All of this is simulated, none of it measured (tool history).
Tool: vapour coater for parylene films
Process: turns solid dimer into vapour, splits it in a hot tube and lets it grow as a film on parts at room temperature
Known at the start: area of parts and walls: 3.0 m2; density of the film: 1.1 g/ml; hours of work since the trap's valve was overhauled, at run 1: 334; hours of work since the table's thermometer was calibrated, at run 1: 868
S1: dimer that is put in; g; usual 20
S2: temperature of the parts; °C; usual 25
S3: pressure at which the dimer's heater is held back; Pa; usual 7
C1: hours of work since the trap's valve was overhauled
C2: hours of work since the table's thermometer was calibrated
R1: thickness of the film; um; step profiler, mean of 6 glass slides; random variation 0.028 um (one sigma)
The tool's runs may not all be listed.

run    hour  S1  S2    S3   C1    C2    R1
  1       0  20  25     7  334   868   4.6
  2    21.9  20  25  5.79  348   882  4.66
  3    48.8  20  25  5.79  365   900  4.64
  4    77.5  20  25     7  384   918   4.6
  5    92.8  20  25     7  394   928   4.6
  6   121.3  20  25     7  412   946  4.61
  7   149.6  20  25  3.28  430   965  4.89
  8   165.3  20  35     7  440   975  3.76
  9   186.8  20  35     7  454   989  3.77
        208  -- trap's valve overhauled
 10     208  20  35     7    0  1000  3.81
 11   225.1  20  35     7   11  1011   3.8
 12   255.5  20  35     7   31  1030   3.8
 13   271.9  20  35     7   41  1041   3.8
 14   292.6  20  35     7   55  1054  3.79
 15   325.7  20  35     7   76  1076  3.83
 16     340  20  35     7   85  1085  3.81
 17   355.1  20  35     7   95  1095   3.8
 18   385.1  20  25     7  114  1114  4.62
 19   416.1  10  25     7  134  1134  2.31
 20   430.8  20  25  9.34  144  1144  4.46
 21   463.8  20  25     7  165  1165  4.57
 22   487.7  19  25     7  181  1180  4.37
 23   517.9  10  21  2.48  200  1200  2.75
 24   547.8  27  25     7  219  1219  6.23
 25   576.8  14  20  11.7  238  1238  3.35
 26   598.1  14  20  11.7  252  1252  3.33
 27   627.5  20  33   2.7  271  1270  4.33
 28   650.3  20  33   2.7  285  1285  4.35
 29   679.6  17  33   2.7  304  1304  3.65
 30     709  16  18  5.22  323  1323  4.29
 31   730.2  31  29  8.26  337  1337  6.44
 32   757.8  22  26  6.53  355  1355  5.03
 33   771.4  13  23  8.27  364  1363  3.03
        793  -- table's thermometer calibrated
 34   804.4  13  23  8.27  384     7  2.99
 35   828.5  13  23  8.27  400    23  3.01
 36   845.1  13  23  8.27  411    34  3.03
 37     875  10  23  8.04  430    53  2.33
 38   889.1  10  23  8.04  439    62  2.32
 39   920.3  20  25  3.73  459    82  4.86
      934.2  -- trap's valve overhauled
 40   944.2  30  35  2.64    6    95  6.28
 41   974.9  20  26  6.21   26   115  4.58
 42  1007.1  12  25  3.75   47   136  2.96
 43  1035.5  20  25     7   65   154  4.59

Measured less the same run without the tool's hidden state. The same run-to-run variation is in both; the gauge's scatter may not be:
The hidden state here: vapour lost through the trap's worn valve, %; true temperature of the parts over the reading, C; drift of the gauge itself on film_um, %.
run     R1
  1  -0.01
  2  -0.01
  3  -0.02
  4  -0.02
  5  -0.02
  6  -0.02
  7  -0.02
  8  -0.02
  9  -0.02
 10     +0
 11     +0
 12     +0
 13     +0
 14     +0
 15  +0.01
 16     +0
 17     +0
 18     +0
 19     +0
 20     +0
 21     +0
 22     +0
 23     +0
 24     +0
 25     +0
 26  -0.01
 27     +0
 28  -0.01
 29  -0.01
 30  -0.01
 31  -0.01
 32  -0.01
 33  -0.01
 34  -0.01
 35  -0.01
 36  -0.01
 37  -0.01
 38  -0.02
 39  -0.03
 40     +0
 41     +0
 42  -0.01
 43  -0.01
